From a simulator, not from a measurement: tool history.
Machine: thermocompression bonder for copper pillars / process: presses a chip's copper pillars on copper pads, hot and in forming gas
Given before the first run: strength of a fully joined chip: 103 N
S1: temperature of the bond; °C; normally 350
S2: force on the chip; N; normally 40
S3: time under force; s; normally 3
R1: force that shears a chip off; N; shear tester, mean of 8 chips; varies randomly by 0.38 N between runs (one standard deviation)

run	hour	S1	S2	S3	R1
1	0.0	350	40	3	42.0
2	35.0	350	40	3	41.7
3	63.1	350	40	3	41.9
4	109.6	350	40	3	41.3
5	147.4	350	40	3	41.1
6	175.9	350	40	3	40.5
7	214.3	350	40	3	40.0
8	245.3	350	40	3	39.5
9	265.5	350	40	3	39.7
10	291.8	350	40	3	39.9
11	329.6	350	40	3	38.4
12	367.7	329	40	3	31.7
13	404.1	329	40	3	31.3
14	447.3	340	39	2	28.8
# hour 471.1: forming gas filter changed
15	476.4	340	39	3	37.7
16	518.7	340	48	4	49.1
17	540.0	332	29	3	26.7
18	572.1	350	51	3	48.8
19	617.2	350	51	3	49.1
20	658.1	350	51	3	48.5
21	677.2	351	54	2	43.5
22	717.0	331	58	7	59.9

Estimate the outcome of run 23 from the log above:
23	743.6	331	59	4	?

{"run 23": {"R1": 50.1}}
The same run, on a tool lacking any hidden state, would have yielded R1 56.1 N.

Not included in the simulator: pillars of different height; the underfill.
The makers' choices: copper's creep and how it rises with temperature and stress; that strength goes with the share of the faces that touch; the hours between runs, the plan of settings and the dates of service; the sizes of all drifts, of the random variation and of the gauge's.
